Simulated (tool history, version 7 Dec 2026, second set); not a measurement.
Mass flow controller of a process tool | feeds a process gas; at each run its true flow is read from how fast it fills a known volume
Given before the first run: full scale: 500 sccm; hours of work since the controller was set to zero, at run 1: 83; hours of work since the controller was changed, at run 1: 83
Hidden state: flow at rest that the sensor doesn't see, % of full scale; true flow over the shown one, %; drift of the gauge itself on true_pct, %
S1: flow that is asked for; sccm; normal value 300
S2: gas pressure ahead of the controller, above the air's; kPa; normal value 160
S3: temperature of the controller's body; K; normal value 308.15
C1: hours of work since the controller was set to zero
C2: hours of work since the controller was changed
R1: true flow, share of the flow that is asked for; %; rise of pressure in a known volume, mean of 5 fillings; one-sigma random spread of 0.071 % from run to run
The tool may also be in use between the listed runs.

run 1 hour=0 | S1=300 S2=160 S3=308.15 | C1=83 C2=83 | R1=100.51
run 2 hour=259.4 | S1=300 S2=160 S3=308.15 | C1=201 C2=201 | R1=100.41
run 3 hour=561.1 | S1=300 S2=160 S3=308.15 | C1=339 C2=339 | R1=100.57
run 4 hour=748 | S1=300 S2=245 S3=308.15 | C1=425 C2=425 | R1=100.53
run 5 hour=1053.3 | S1=300 S2=160 S3=308.15 | C1=564 C2=564 | R1=100.55
run 6 hour=1366.5 | S1=300 S2=160 S3=308.15 | C1=708 C2=708 | R1=100.84
run 7 hour=1678.9 | S1=300 S2=160 S3=308.15 | C1=851 C2=851 | R1=100.76
run 8 hour=1873.5 | S1=300 S2=160 S3=308.15 | C1=940 C2=940 | R1=100.76
run 9 hour=2128.7 | S1=300 S2=160 S3=308.15 | C1=1056 C2=1056 | R1=100.81
run 10 hour=2356.5 | S1=300 S2=160 S3=299.15 | C1=1160 C2=1160 | R1=99.96
run 11 hour=2520.2 | S1=300 S2=160 S3=299.15 | C1=1235 C2=1235 | R1=100.01
run 12 hour=2763.4 | S1=300 S2=194 S3=308.15 | C1=1347 C2=1347 | R1=101.03
run 13 hour=2912.2 | S1=300 S2=194 S3=308.15 | C1=1415 C2=1415 | R1=101.17
run 14 hour=3141.6 | S1=300 S2=160 S3=308.15 | C1=1520 C2=1520 | R1=101.22
run 15 hour=3389.2 | S1=300 S2=160 S3=308.15 | C1=1633 C2=1633 | R1=101.4
run 16 hour=3651.5 | S1=300 S2=160 S3=308.15 | C1=1753 C2=1753 | R1=101.4
run 17 hour=3938.1 | S1=442 S2=160 S3=308.15 | C1=1884 C2=1884 | R1=101.74
run 18 hour=4157.4 | S1=300 S2=160 S3=308.15 | C1=1984 C2=1984 | R1=101.45
run 19 hour=4370.3 | S1=300 S2=160 S3=308.15 | C1=2082 C2=2082 | R1=101.41
run 20 hour=4533.2 | S1=124 S2=160 S3=301.15 | C1=2156 C2=2156 | R1=100.88
run 21 hour=4716.6 | S1=124 S2=160 S3=301.15 | C1=2240 C2=2240 | R1=101.02
run 22 hour=5003.1 | S1=233 S2=160 S3=301.15 | C1=2371 C2=2371 | R1=100.82
run 23 hour=5255.1 | S1=90 S2=160 S3=298.15 | C1=2486 C2=2486 | R1=101.31
run 24 hour=5536.4 | S1=90 S2=160 S3=298.15 | C1=2615 C2=2615 | R1=101.51
run 25 hour=5753 | S1=90 S2=160 S3=309.15 | C1=2714 C2=2714 | R1=102.89
run 26 hour=5899.9 | S1=280 S2=141 S3=308.15 | C1=2781 C2=2781 | R1=101.94
run 27 hour=6191.2 | S1=432 S2=266 S3=293.15 | C1=2915 C2=2915 | R1=100.34
run 28 hour=6412.1 | S1=432 S2=266 S3=293.15 | C1=3016 C2=3016 | R1=100.48
run 29 hour=6589.8 | S1=93 S2=280 S3=307.15 | C1=3097 C2=3097 | R1=102.78
run 30 hour=6843.1 | S1=197 S2=270 S3=311.15 | C1=3213 C2=3213 | R1=102.4
run 31 hour=7064.9 | S1=197 S2=277 S3=299.15 | C1=3314 C2=3314 | R1=101.05
run 32 hour=7266.8 | S1=124 S2=198 S3=303.15 | C1=3406 C2=3406 | R1=102.16
run 33 hour=7466 | S1=300 S2=269 S3=308.15 | C1=3498 C2=3498 | R1=102.13
run 34 hour=7633.3 | S1=78 S2=160 S3=308.15 | C1=3574 C2=3574 | R1=104.14
run 35 hour=7914.7 | S1=78 S2=157 S3=313.15 | C1=3703 C2=3703 | R1=104.92
run 36 hour=8224.8 | S1=78 S2=157 S3=313.15 | C1=3845 C2=3845 | R1=104.94
run 37 hour=8423.8 | S1=78 S2=157 S3=313.15 | C1=3936 C2=3936 | R1=105.04
run 38 hour=8678.9 | S1=300 S2=170 S3=293.15 | C1=4052 C2=4052 | R1=100.92

3 ways to go on from here, each from the tool as it stands after run 38. What would each give?
run A hour=8918.7 | S1=300 S2=160 S3=309.15 | C1=4162 C2=4162 | R1=?
run B hour=8918.7 | S1=67 S2=268 S3=293.15 | C1=4162 C2=4162 | R1=?
run C hour=8918.7 | S1=257 S2=170 S3=293.15 | C1=4162 C2=4162 | R1=?

run=A R1=102.74
run=B R1=103.63
run=C R1=100.97
With no hidden state in the tool, these same runs would have given:
run=A R1=100.5
run=B R1=97.66
run=C R1=98.56
